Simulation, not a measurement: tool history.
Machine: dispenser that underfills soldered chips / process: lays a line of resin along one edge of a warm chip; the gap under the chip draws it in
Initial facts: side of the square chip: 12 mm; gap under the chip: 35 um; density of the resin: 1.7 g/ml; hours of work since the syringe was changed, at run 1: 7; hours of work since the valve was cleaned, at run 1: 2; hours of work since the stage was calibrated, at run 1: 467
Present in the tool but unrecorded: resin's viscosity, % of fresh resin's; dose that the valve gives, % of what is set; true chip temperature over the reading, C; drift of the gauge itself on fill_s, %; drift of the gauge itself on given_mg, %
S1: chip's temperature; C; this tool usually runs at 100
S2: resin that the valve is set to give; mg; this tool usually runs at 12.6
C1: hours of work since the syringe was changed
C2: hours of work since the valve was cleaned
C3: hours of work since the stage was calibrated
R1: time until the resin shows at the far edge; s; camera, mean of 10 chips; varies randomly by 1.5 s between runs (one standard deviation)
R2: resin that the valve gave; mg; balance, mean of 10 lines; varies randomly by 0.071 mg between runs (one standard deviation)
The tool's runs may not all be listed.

run    day   S1    S2  C1   C2   C3     R1     R2
  1      0  100  12.6   7    2  467  170.6  12.62
     0.162  -- new syringe of resin
  2  0.371  100  12.6   4    9  473  149.6  12.51
     0.746  -- new syringe of resin
  3  1.092  100  12.6   6   21  486  162.2  12.51
     1.342  -- new syringe of resin
  4  1.567  100  12.6   4   30  494  148.9  12.42
     1.917  -- new syringe of resin
  5  2.025  100  12.6   2   38  502  137.4  12.38
     2.467  -- new syringe of resin
  6  2.692  108  12.6   4   49  514  117.1  12.12
     3.054  -- new syringe of resin
  7  3.429  105  12.6   7   62  527  141.2  12.11
     3.642  -- new syringe of resin
  8  3.792  105  12.6   3   68  533  119.7  12.12
     4.196  -- new syringe of resin
  9  4.196  105  12.6   0   75  540  114.5  11.95
     4.779  -- new syringe of resin
 10  4.946  100  13.2   3   89  553  145.1  12.42
     5.354  -- new syringe of resin
 11  5.583  100    12   4  100  564  153.8  11.41
     5.921  -- new syringe of resin
 12  6.229   94    14   5  111  576  186.6  13.18

Run 13 has not been measured yet. What should we expect?
     6.479  -- new syringe of resin
 13  6.821  98  13.3   6  121  586   ?   ?

Run 13 came out at R1 169 s, R2 12.41 mg.
Without the tool's hidden state the same run would have given R1 152.1 s, R2 13.28 mg.

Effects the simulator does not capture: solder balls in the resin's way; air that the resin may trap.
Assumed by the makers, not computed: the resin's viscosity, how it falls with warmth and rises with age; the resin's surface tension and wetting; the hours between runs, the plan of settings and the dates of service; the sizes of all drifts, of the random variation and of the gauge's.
